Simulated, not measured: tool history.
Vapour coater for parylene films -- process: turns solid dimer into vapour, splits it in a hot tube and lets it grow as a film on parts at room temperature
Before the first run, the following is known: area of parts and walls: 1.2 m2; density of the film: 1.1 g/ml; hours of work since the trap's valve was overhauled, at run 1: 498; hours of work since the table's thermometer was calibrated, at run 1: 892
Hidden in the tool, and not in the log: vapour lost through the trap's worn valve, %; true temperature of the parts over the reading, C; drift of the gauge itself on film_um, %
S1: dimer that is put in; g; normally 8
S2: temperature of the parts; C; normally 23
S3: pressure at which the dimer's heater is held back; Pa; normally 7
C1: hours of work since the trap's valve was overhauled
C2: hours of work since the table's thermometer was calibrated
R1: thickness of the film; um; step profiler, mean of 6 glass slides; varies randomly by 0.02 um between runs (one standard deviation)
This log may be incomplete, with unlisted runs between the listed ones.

Run 1, hour 0: usual settings; C1 498; C2 892. Result: R1 3.7 um.
Run 2, hour 25.8: usual settings but S1 11 g; C1 513; C2 907. Result: R1 5.06 um.
Run 3, hour 49: usual settings but S1 11 g; C1 527; C2 921. Result: R1 5.01 um.
Run 4, hour 72.3: usual settings but S1 11 g; C1 541; C2 935. Result: R1 4.98 um.
Run 5, hour 107.2: usual settings but S1 11 g; C1 562; C2 956. Result: R1 4.96 um.
Run 6, hour 127.3: usual settings but S1 11 g; C1 574; C2 968. Result: R1 4.96 um.
Run 7, hour 157.4: usual settings but S1 11 g, S3 2.53 Pa; C1 592; C2 986. Result: R1 6.21 um.
Run 8, hour 185: usual settings but S1 11 g, S3 2.53 Pa; C1 609; C2 1003. Result: R1 6.25 um.
Run 9, hour 203.5: usual settings but S1 4 g, S3 2.53 Pa; C1 620; C2 1014. Result: R1 2.27 um.
Run 10, hour 222.5: usual settings but S2 29 C; C1 631; C2 1026. Result: R1 2.68 um.
Run 11, hour 250.2: usual settings but S1 5 g, S2 15 C, S3 2.16 Pa; C1 648; C2 1042. Result: R1 3.16 um.
At hour 262.6: trap's valve overhauled.
Run 12, hour 283.6: usual settings but S1 5 g, S2 15 C, S3 2.16 Pa; C1 13; C2 1060. Result: R1 3.74 um.
Run 13, hour 309.5: usual settings but S1 5 g, S2 15 C, S3 2.16 Pa; C1 28; C2 1075. Result: R1 3.68 um.
Run 14, hour 338.8: usual settings but S1 3 g, S2 18 C, S3 10.46 Pa; C1 46; C2 1093. Result: R1 1.81 um.
Run 15, hour 362.5: usual settings but S1 4 g, S2 16 C; C1 60; C2 1107. Result: R1 2.88 um.
Run 16, hour 382.8: usual settings but S1 4 g, S2 16 C; C1 72; C2 1120. Result: R1 2.9 um.
Run 17, hour 401.4: usual settings but S1 3 g, S2 34 C, S3 5.54 Pa; C1 83; C2 1131. Result: R1 0.94 um.
Run 18, hour 429.2: usual settings but S1 3 g, S2 34 C, S3 5.54 Pa; C1 100; C2 1147. Result: R1 0.95 um.

What if the next run were any one of these 4? Each begins from the tool's condition after run 18:
Run A, hour 446.4: usual settings but S2 29 C; C1 111; C2 1158. Result: R1 ?.
Run B, hour 446.4: usual settings but S1 6 g, S3 5.24 Pa; C1 111; C2 1158. Result: R1 ?.
Run C, hour 446.4: usual settings but S1 13 g, S3 8.99 Pa; C1 111; C2 1158. Result: R1 ?.
Run D, hour 446.4: usual settings but S1 3 g, S2 25 C, S3 4.23 Pa; C1 111; C2 1158. Result: R1 ?.

run    R1
  A  3.08
  B  3.29
  C  6.28
  D  1.58
Without the tool's unlogged condition, the same runs would have read:
run    R1
  A  2.99
  B  3.19
  C  6.09
  D  1.53
